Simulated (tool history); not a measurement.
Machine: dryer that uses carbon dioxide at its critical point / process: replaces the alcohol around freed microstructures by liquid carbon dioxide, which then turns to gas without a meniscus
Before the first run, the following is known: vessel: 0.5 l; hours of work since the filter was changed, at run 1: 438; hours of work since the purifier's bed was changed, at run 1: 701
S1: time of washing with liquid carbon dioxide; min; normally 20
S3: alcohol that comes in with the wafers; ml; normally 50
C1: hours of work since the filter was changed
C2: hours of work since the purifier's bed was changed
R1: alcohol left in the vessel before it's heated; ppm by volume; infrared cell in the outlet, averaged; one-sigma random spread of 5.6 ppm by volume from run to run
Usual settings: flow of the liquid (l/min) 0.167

{"run": 1, "day": 0.0, "S1": 20, "flow of the liquid (l/min)": 0.167, "S3": 50, "C1": 438, "C2": 701, "R1": 301}
{"run": 2, "day": 2.288, "S1": 20, "flow of the liquid (l/min)": 0.167, "S3": 35, "C1": 473, "C2": 736, "R1": 235}
{"run": 3, "day": 5.317, "S1": 20, "flow of the liquid (l/min)": 0.167, "S3": 35, "C1": 519, "C2": 782, "R1": 257}
{"run": 4, "day": 7.317, "S1": 20, "flow of the liquid (l/min)": 0.167, "S3": 35, "C1": 550, "C2": 812, "R1": 264}
{"day": 7.612, "done": "inlet filter changed"}
{"run": 5, "day": 8.821, "S1": 20, "flow of the liquid (l/min)": 0.167, "S3": 32, "C1": 18, "C2": 835, "R1": 175}
{"run": 6, "day": 11.65, "S1": 20, "flow of the liquid (l/min)": 0.205, "S3": 50, "C1": 62, "C2": 878, "R1": 129}
{"run": 7, "day": 13.529, "S1": 20, "flow of the liquid (l/min)": 0.205, "S3": 50, "C1": 90, "C2": 907, "R1": 126}
{"run": 8, "day": 15.375, "S1": 20, "flow of the liquid (l/min)": 0.205, "S3": 50, "C1": 118, "C2": 935, "R1": 126}
{"day": 17.633, "done": "purifier's bed changed"}
{"run": 9, "day": 17.979, "S1": 20, "flow of the liquid (l/min)": 0.167, "S3": 50, "C1": 156, "C2": 5, "R1": 180}
{"run": 10, "day": 20.604, "S1": 20, "flow of the liquid (l/min)": 0.167, "S3": 50, "C1": 196, "C2": 45, "R1": 197}
{"run": 11, "day": 22.992, "S1": 20, "flow of the liquid (l/min)": 0.167, "S3": 50, "C1": 233, "C2": 82, "R1": 211}
{"run": 12, "day": 25.283, "S1": 21, "flow of the liquid (l/min)": 0.167, "S3": 50, "C1": 268, "C2": 117, "R1": 168}
{"run": 13, "day": 27.654, "S1": 20, "flow of the liquid (l/min)": 0.239, "S3": 50, "C1": 304, "C2": 153, "R1": 32}
{"run": 14, "day": 30.479, "S1": 20, "flow of the liquid (l/min)": 0.17, "S3": 50, "C1": 347, "C2": 196, "R1": 216}
{"run": 15, "day": 31.908, "S1": 20, "flow of the liquid (l/min)": 0.17, "S3": 50, "C1": 369, "C2": 218, "R1": 217}
{"run": 16, "day": 33.512, "S1": 20, "flow of the liquid (l/min)": 0.167, "S3": 50, "C1": 394, "C2": 242, "R1": 250}
{"run": 17, "day": 35.121, "S1": 31, "flow of the liquid (l/min)": 0.167, "S3": 50, "C1": 418, "C2": 267, "R1": 30}
{"run": 18, "day": 37.192, "S1": 31, "flow of the liquid (l/min)": 0.167, "S3": 25, "C1": 450, "C2": 299, "R1": 35}
{"run": 19, "day": 39.45, "S1": 14, "flow of the liquid (l/min)": 0.167, "S3": 50, "C1": 484, "C2": 333, "R1": 1494}
{"run": 20, "day": 42.179, "S1": 20, "flow of the liquid (l/min)": 0.277, "S3": 50, "C1": 526, "C2": 375, "R1": 42}
{"day": 43.929, "done": "inlet filter changed"}
{"run": 21, "day": 44.867, "S1": 20, "flow of the liquid (l/min)": 0.277, "S3": 50, "C1": 14, "C2": 415, "R1": 45}
{"run": 22, "day": 46.792, "S1": 20, "flow of the liquid (l/min)": 0.167, "S3": 50, "C1": 44, "C2": 445, "R1": 209}
{"run": 23, "day": 49.362, "S1": 20, "flow of the liquid (l/min)": 0.167, "S3": 50, "C1": 83, "C2": 484, "R1": 234}
{"run": 24, "day": 51.475, "S1": 14, "flow of the liquid (l/min)": 0.253, "S3": 63, "C1": 115, "C2": 516, "R1": 248}
{"run": 25, "day": 52.958, "S1": 27, "flow of the liquid (l/min)": 0.167, "S3": 99, "C1": 138, "C2": 539, "R1": 89}
{"run": 26, "day": 54.479, "S1": 17, "flow of the liquid (l/min)": 0.249, "S3": 99, "C1": 161, "C2": 562, "R1": 135}
{"run": 27, "day": 56.062, "S1": 17, "flow of the liquid (l/min)": 0.249, "S3": 99, "C1": 185, "C2": 586, "R1": 139}
{"run": 28, "day": 58.358, "S1": 31, "flow of the liquid (l/min)": 0.167, "S3": 26, "C1": 220, "C2": 621, "R1": 62}
{"run": 29, "day": 60.433, "S1": 31, "flow of the liquid (l/min)": 0.167, "S3": 26, "C1": 252, "C2": 653, "R1": 64}
{"run": 30, "day": 63.396, "S1": 19, "flow of the liquid (l/min)": 0.167, "S3": 25, "C1": 297, "C2": 698, "R1": 208}
{"run": 31, "day": 65.038, "S1": 25, "flow of the liquid (l/min)": 0.147, "S3": 30, "C1": 322, "C2": 723, "R1": 132}
{"run": 32, "day": 68.033, "S1": 20, "flow of the liquid (l/min)": 0.154, "S3": 50, "C1": 368, "C2": 769, "R1": 435}
{"run": 33, "day": 69.767, "S1": 20, "flow of the liquid (l/min)": 0.154, "S3": 50, "C1": 395, "C2": 795, "R1": 414}
{"run": 34, "day": 71.3, "S1": 15, "flow of the liquid (l/min)": 0.184, "S3": 50, "C1": 418, "C2": 819, "R1": 771}
{"run": 35, "day": 73.438, "S1": 15, "flow of the liquid (l/min)": 0.184, "S3": 50, "C1": 451, "C2": 851, "R1": 802}
{"run": 36, "day": 75.2, "S1": 13, "flow of the liquid (l/min)": 0.191, "S3": 38, "C1": 477, "C2": 878, "R1": 984}
{"run": 37, "day": 77.088, "S1": 18, "flow of the liquid (l/min)": 0.18, "S3": 24, "C1": 506, "C2": 907, "R1": 234}
{"day": 80.121, "done": "inlet filter changed"}
{"run": 38, "day": 80.121, "S1": 22, "flow of the liquid (l/min)": 0.18, "S3": 20, "C1": 0, "C2": 953, "R1": 106}
{"day": 81.3, "done": "purifier's bed changed"}
{"run": 39, "day": 83.338, "S1": 22, "flow of the liquid (l/min)": 0.18, "S3": 20, "C1": 47, "C2": 31, "R1": 35}
{"run": 40, "day": 86.171, "S1": 12, "flow of the liquid (l/min)": 0.218, "S3": 22, "C1": 90, "C2": 74, "R1": 335}

What does the tool deliver on the next run?
{"run": 41, "day": 88.167, "S1": 25, "flow of the liquid (l/min)": 0.103, "S3": 47, "C1": 121, "C2": 105, "R1": "?"}

R1: 630 ppm by volume
On a tool with no hidden condition, and with the same random variation, this run would have come out at R1 567 ppm by volume.
